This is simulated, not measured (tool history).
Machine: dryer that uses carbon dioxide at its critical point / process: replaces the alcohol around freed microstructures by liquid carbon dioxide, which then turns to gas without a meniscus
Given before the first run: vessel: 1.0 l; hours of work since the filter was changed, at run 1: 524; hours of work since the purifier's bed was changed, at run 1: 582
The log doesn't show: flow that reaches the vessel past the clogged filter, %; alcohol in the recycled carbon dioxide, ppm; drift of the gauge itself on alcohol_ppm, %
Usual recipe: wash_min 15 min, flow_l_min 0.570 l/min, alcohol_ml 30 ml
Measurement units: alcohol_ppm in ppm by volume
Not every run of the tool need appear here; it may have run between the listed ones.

run     day  wash_min  flow_l_min  alcohol_ml  hours of work since the filter was changed  hours of work since the purifier's bed was changed  alcohol_ppm
  1   0.000        15       0.570          30                                         524                                                 582           73
      0.608  -- inlet filter changed
  2   1.121        15       0.570          30                                           9                                                 602           57
  3   2.117        15       0.570          30                                          28                                                 621           62
  4   3.229        15       0.570          30                                          49                                                 641           64
  5   3.908        15       0.570          30                                          61                                                 654           67
  6   4.962        15       0.570          30                                          81                                                 674           64
  7   6.000        15       0.570          30                                         100                                                 693           63
  8   6.812        15       0.570          30                                         115                                                 708           67
  9   7.908        18       0.775          30                                         136                                                 728           52
 10   8.433        23       0.754         113                                         145                                                 738           46
 11   9.342        23       0.754         113                                         162                                                 755           56
 12  10.058        23       0.754         113                                         176                                                 768           42
 13  10.883         9       0.706          30                                         191                                                 784          215
 14  11.812        10       0.368          22                                         208                                                 801          998
 15  12.971        10       0.384          22                                         230                                                 823          902
 16  13.988        10       0.384          22                                         249                                                 841          904

What would each run have given without the hidden state, its run-to-run variation left as it was?
run  alcohol_ppm
  1           23
  2           21
  3           25
  4           26
  5           28
  6           23
  7           20
  8           24
  9            9
 10            5
 11           14
 12            0
 13          144
 14          852
 15          755
 16          748
